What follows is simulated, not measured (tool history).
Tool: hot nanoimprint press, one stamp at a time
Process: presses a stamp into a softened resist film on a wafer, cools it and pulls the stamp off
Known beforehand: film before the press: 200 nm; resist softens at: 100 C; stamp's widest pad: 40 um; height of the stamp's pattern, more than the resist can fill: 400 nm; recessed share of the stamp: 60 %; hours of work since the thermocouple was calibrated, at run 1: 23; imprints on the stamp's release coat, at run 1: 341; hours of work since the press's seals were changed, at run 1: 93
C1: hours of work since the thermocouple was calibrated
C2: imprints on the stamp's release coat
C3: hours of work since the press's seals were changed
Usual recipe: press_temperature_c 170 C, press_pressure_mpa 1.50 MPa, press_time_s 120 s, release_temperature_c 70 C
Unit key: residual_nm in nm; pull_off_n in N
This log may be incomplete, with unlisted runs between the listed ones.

run 1 hour=0.0 | press_temperature_c=170 press_pressure_mpa=1.50 press_time_s=120 release_temperature_c=70 | C1=23 C2=341 C3=93 | residual_nm=117.2 pull_off_n=139
run 2 hour=77.0 | press_temperature_c=170 press_pressure_mpa=1.50 press_time_s=134 release_temperature_c=70 | C1=83 C2=559 C3=153 | residual_nm=116.0 pull_off_n=145
run 3 hour=156.7 | press_temperature_c=170 press_pressure_mpa=2.14 press_time_s=134 release_temperature_c=70 | C1=144 C2=785 C3=214 | residual_nm=96.9 pull_off_n=156
run 4 hour=247.9 | press_temperature_c=170 press_pressure_mpa=1.50 press_time_s=120 release_temperature_c=77 | C1=215 C2=1043 C3=285 | residual_nm=121.2 pull_off_n=160
run 5 hour=291.3 | press_temperature_c=170 press_pressure_mpa=1.50 press_time_s=120 release_temperature_c=77 | C1=248 C2=1166 C3=318 | residual_nm=121.2 pull_off_n=163
-- hour=336.7 plate thermocouple calibrated
run 6 hour=374.6 | press_temperature_c=170 press_pressure_mpa=1.50 press_time_s=120 release_temperature_c=73 | C1=29 C2=1393 C3=380 | residual_nm=121.3 pull_off_n=184
run 7 hour=441.5 | press_temperature_c=170 press_pressure_mpa=1.53 press_time_s=120 release_temperature_c=70 | C1=81 C2=1582 C3=432 | residual_nm=121.7 pull_off_n=199
run 8 hour=492.4 | press_temperature_c=170 press_pressure_mpa=1.53 press_time_s=120 release_temperature_c=70 | C1=120 C2=1726 C3=471 | residual_nm=120.8 pull_off_n=207
run 9 hour=542.3 | press_temperature_c=170 press_pressure_mpa=1.66 press_time_s=120 release_temperature_c=70 | C1=159 C2=1867 C3=510 | residual_nm=117.4 pull_off_n=214
run 10 hour=600.2 | press_temperature_c=179 press_pressure_mpa=1.66 press_time_s=120 release_temperature_c=70 | C1=203 C2=2031 C3=554 | residual_nm=79.9 pull_off_n=230
run 11 hour=691.3 | press_temperature_c=179 press_pressure_mpa=1.66 press_time_s=120 release_temperature_c=70 | C1=274 C2=2289 C3=625 | residual_nm=79.5 pull_off_n=236
-- hour=707.1 plate thermocouple calibrated
-- hour=724.4 stamp cleaned and given a new release coat
run 12 hour=767.8 | press_temperature_c=170 press_pressure_mpa=1.50 press_time_s=120 release_temperature_c=70 | C1=42 C2=123 C3=677 | residual_nm=121.6 pull_off_n=121
run 13 hour=847.7 | press_temperature_c=170 press_pressure_mpa=1.50 press_time_s=120 release_temperature_c=70 | C1=104 C2=349 C3=738 | residual_nm=123.4 pull_off_n=137
run 14 hour=923.6 | press_temperature_c=170 press_pressure_mpa=1.23 press_time_s=120 release_temperature_c=70 | C1=163 C2=564 C3=797 | residual_nm=133.9 pull_off_n=151
run 15 hour=992.9 | press_temperature_c=170 press_pressure_mpa=1.50 press_time_s=120 release_temperature_c=70 | C1=216 C2=760 C3=850 | residual_nm=124.4 pull_off_n=156

Run 16 comes next. What will it give?
run 16 hour=1057.6 | press_temperature_c=170 press_pressure_mpa=1.50 press_time_s=117 release_temperature_c=73 | C1=266 C2=943 C3=900 | residual_nm=? pull_off_n=?

{"run 16": {"residual_nm": 125.6, "pull_off_n": 159}}
With the hidden condition absent and the run-to-run variation left alone, this run would have shown residual_nm 118.7 nm, pull_off_n 114 N.
